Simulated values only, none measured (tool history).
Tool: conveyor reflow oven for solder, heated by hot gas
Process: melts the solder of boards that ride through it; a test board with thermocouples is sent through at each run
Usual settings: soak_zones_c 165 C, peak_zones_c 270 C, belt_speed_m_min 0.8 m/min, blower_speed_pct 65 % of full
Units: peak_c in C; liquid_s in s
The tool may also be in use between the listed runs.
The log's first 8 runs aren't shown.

| run | hour | soak_zones_c | peak_zones_c | belt_speed_m_min | blower_speed_pct | hours of work since the flux was cleaned out | hours of work since the belt drive was overhauled | hours of work since the thermocouples were changed | peak_c | liquid_s |
|---|---|---|---|---|---|---|---|---|---|---|
| 9 | 69.9 | 165 | 270 | 0.8 | 65 | 108 | 239 | 728 | 248.6 | 40 |
| 10 | 80 | 165 | 270 | 0.8 | 65 | 114 | 245 | 734 | 248 | 39.7 |
| 11 | 91.6 | 165 | 270 | 0.693 | 65 | 121 | 253 | 741 | 253.6 | 50.5 |
| 12 | 98.6 | 165 | 270 | 0.693 | 65 | 126 | 257 | 746 | 253.3 | 49.8 |
| 13 | 104.4 | 165 | 270 | 0.693 | 65 | 129 | 261 | 749 | 253.3 | 50.4 |
| 14 | 110.2 | 165 | 270 | 0.693 | 65 | 133 | 264 | 753 | 253.3 | 50.1 |
| 15 | 118.4 | 165 | 270 | 0.693 | 65 | 138 | 269 | 758 | 253.6 | 50.5 |
| 16 | 128.9 | 165 | 270 | 0.693 | 65 | 145 | 276 | 765 | 253.2 | 50.2 |
| 17 | 136 | 165 | 270 | 0.693 | 60 | 149 | 280 | 769 | 251.4 | 48.9 |
| 18 | 145.7 | 165 | 270 | 0.693 | 60 | 155 | 287 | 775 | 251.7 | 48.3 |
| 19 | 155.5 | 165 | 275 | 0.844 | 50 | 161 | 293 | 781 | 243 | 31.9 |
| 20 | 161.6 | 165 | 275 | 0.844 | 50 | 165 | 296 | 785 | 242.7 | 31.8 |
| 21 | 171.1 | 165 | 275 | 0.844 | 50 | 171 | 302 | 791 | 242.7 | 31.7 |
| 22 | 180.4 | 165 | 275 | 0.844 | 50 | 177 | 308 | 797 | 242.3 | 32.1 |
| 23 | 189.2 | 169 | 270 | 0.8 | 65 | 182 | 314 | 803 | 248.6 | 40.9 |
| 24 | 194.4 | 169 | 270 | 0.8 | 65 | 186 | 317 | 806 | 248.5 | 40.7 |
| 25 | 203.4 | 169 | 283 | 0.688 | 79 | 191 | 323 | 812 | 268.9 | 60.4 |

Run 26 comes next. What will it give?
| 26 | 210.1 | 169 | 283 | 0.688 | 79 | 195 | 327 | 816 | ? | ? |

Run 26 gave peak_c 268.5 C, liquid_s 60.5 s.
Without the tool's hidden state the same run would have given peak_c 271.2 C, liquid_s 61.2 s.

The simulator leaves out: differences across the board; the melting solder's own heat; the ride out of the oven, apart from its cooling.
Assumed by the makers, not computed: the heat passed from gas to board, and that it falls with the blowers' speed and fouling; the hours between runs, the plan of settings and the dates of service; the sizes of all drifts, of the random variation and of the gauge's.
